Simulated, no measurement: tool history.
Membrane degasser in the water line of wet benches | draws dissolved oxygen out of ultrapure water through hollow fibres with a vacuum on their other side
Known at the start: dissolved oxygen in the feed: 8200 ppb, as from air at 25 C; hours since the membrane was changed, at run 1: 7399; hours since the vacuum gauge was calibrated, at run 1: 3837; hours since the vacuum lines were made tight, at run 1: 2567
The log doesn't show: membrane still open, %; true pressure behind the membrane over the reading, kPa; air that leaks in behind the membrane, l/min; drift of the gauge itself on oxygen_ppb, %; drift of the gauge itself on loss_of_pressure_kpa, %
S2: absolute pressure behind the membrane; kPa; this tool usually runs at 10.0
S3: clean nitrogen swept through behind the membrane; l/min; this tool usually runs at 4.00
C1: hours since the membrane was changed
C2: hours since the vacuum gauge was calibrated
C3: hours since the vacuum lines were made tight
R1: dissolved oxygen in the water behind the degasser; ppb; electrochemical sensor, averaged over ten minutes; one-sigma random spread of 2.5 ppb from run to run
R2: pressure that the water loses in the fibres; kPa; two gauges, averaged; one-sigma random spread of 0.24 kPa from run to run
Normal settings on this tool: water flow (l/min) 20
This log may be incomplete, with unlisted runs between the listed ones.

run 1 hour=0.0 | water_flow_(l/min)=20 S2=10.0 S3=4.00 | C1=7399 C2=3837 C3=2567 | R1=295.5 R2=67.05
run 2 hour=227.4 | water_flow_(l/min)=20 S2=10.0 S3=4.00 | C1=7627 C2=4065 C3=2794 | R1=300.3 R2=67.21
-- hour=422.7 vacuum gauge calibrated
run 3 hour=468.9 | water_flow_(l/min)=20 S2=10.0 S3=4.00 | C1=7868 C2=46 C3=3035 | R1=302.3 R2=66.97
run 4 hour=586.8 | water_flow_(l/min)=22 S2=10.0 S3=4.00 | C1=7986 C2=164 C3=3153 | R1=374.6 R2=73.77
run 5 hour=837.6 | water_flow_(l/min)=20 S2=10.0 S3=4.00 | C1=8236 C2=415 C3=3404 | R1=303.4 R2=67.59
run 6 hour=959.2 | water_flow_(l/min)=20 S2=10.0 S3=3.23 | C1=8358 C2=536 C3=3525 | R1=322.7 R2=67.82
run 7 hour=1167.4 | water_flow_(l/min)=20 S2=10.0 S3=3.23 | C1=8566 C2=745 C3=3733 | R1=321.1 R2=67.33
run 8 hour=1410.0 | water_flow_(l/min)=20 S2=9.3 S3=4.00 | C1=8809 C2=987 C3=3976 | R1=296.0 R2=68.30
run 9 hour=1629.5 | water_flow_(l/min)=20 S2=9.3 S3=4.00 | C1=9028 C2=1207 C3=4196 | R1=301.7 R2=68.13
run 10 hour=1778.3 | water_flow_(l/min)=20 S2=9.3 S3=4.00 | C1=9177 C2=1356 C3=4344 | R1=298.1 R2=67.79
run 11 hour=1989.1 | water_flow_(l/min)=20 S2=9.3 S3=4.00 | C1=9388 C2=1566 C3=4555 | R1=306.0 R2=68.40
run 12 hour=2185.8 | water_flow_(l/min)=20 S2=10.0 S3=4.00 | C1=9585 C2=1763 C3=4752 | R1=312.4 R2=68.42
run 13 hour=2314.0 | water_flow_(l/min)=20 S2=12.1 S3=4.00 | C1=9713 C2=1891 C3=4880 | R1=336.6 R2=68.52
run 14 hour=2508.7 | water_flow_(l/min)=20 S2=12.1 S3=4.00 | C1=9908 C2=2086 C3=5075 | R1=334.9 R2=68.21
run 15 hour=2687.9 | water_flow_(l/min)=20 S2=12.1 S3=4.00 | C1=10087 C2=2265 C3=5254 | R1=339.3 R2=68.61
run 16 hour=2915.2 | water_flow_(l/min)=20 S2=12.1 S3=4.00 | C1=10314 C2=2493 C3=5481 | R1=333.7 R2=68.66
run 17 hour=3113.5 | water_flow_(l/min)=15 S2=7.3 S3=9.09 | C1=10512 C2=2691 C3=5679 | R1=114.0 R2=51.36
run 18 hour=3294.1 | water_flow_(l/min)=31 S2=8.8 S3=5.24 | C1=10693 C2=2871 C3=5860 | R1=732.4 R2=106.87
run 19 hour=3524.5 | water_flow_(l/min)=29 S2=10.0 S3=5.62 | C1=10923 C2=3102 C3=6091 | R1=661.3 R2=100.34
run 20 hour=3692.6 | water_flow_(l/min)=29 S2=10.0 S3=5.62 | C1=11092 C2=3270 C3=6259 | R1=668.9 R2=100.38
run 21 hour=3942.9 | water_flow_(l/min)=29 S2=10.0 S3=5.62 | C1=11342 C2=3520 C3=6509 | R1=668.2 R2=100.18
run 22 hour=4130.4 | water_flow_(l/min)=30 S2=14.4 S3=4.34 | C1=11529 C2=3708 C3=6696 | R1=798.9 R2=104.84
run 23 hour=4374.5 | water_flow_(l/min)=30 S2=14.4 S3=4.34 | C1=11773 C2=3952 C3=6941 | R1=828.6 R2=104.75
run 24 hour=4603.0 | water_flow_(l/min)=30 S2=14.4 S3=4.34 | C1=12002 C2=4180 C3=7169 | R1=787.5 R2=104.45
-- hour=4688.8 vacuum gauge calibrated
run 25 hour=4858.9 | water_flow_(l/min)=30 S2=14.4 S3=4.34 | C1=12257 C2=170 C3=7424 | R1=802.3 R2=104.59
run 26 hour=5113.5 | water_flow_(l/min)=30 S2=14.4 S3=4.34 | C1=12512 C2=425 C3=7679 | R1=816.8 R2=105.29
run 27 hour=5303.7 | water_flow_(l/min)=13 S2=24.5 S3=2.83 | C1=12702 C2=615 C3=7869 | R1=299.0 R2=45.69
run 28 hour=5580.1 | water_flow_(l/min)=13 S2=24.5 S3=2.83 | C1=12979 C2=891 C3=8146 | R1=300.8 R2=45.73
run 29 hour=5784.8 | water_flow_(l/min)=13 S2=24.5 S3=2.83 | C1=13183 C2=1096 C3=8350 | R1=295.5 R2=45.67
run 30 hour=5917.0 | water_flow_(l/min)=13 S2=24.5 S3=1.66 | C1=13315 C2=1228 C3=8483 | R1=451.1 R2=45.57
run 31 hour=6190.6 | water_flow_(l/min)=16 S2=7.5 S3=3.38 | C1=13589 C2=1502 C3=8756 | R1=189.1 R2=56.47
run 32 hour=6330.8 | water_flow_(l/min)=17 S2=10.1 S3=2.06 | C1=13729 C2=1642 C3=8896 | R1=299.5 R2=60.66

Alternative continuations, all from the tool just after run 32; predict every row:
run A hour=6564.3 | water_flow_(l/min)=19 S2=6.7 S3=10.61 | C1=13963 C2=1875 C3=9130 | R1=? R2=?
run B hour=6564.3 | water_flow_(l/min)=17 S2=10.1 S3=3.51 | C1=13963 C2=1875 C3=9130 | R1=? R2=?
run C hour=6564.3 | water_flow_(l/min)=29 S2=10.1 S3=9.65 | C1=13963 C2=1875 C3=9130 | R1=? R2=?
run D hour=6564.3 | water_flow_(l/min)=20 S2=15.7 S3=4.00 | C1=13963 C2=1875 C3=9130 | R1=? R2=?

run=A R1=249.0 R2=67.38
run=B R1=243.9 R2=60.10
run=C R1=670.5 R2=102.95
run=D R1=414.0 R2=70.67
What these runs would have given with no unlogged condition in the tool:
run=A R1=162.6 R2=59.66
run=B R1=178.2 R2=53.19
run=C R1=494.9 R2=91.15
run=D R1=318.7 R2=62.55
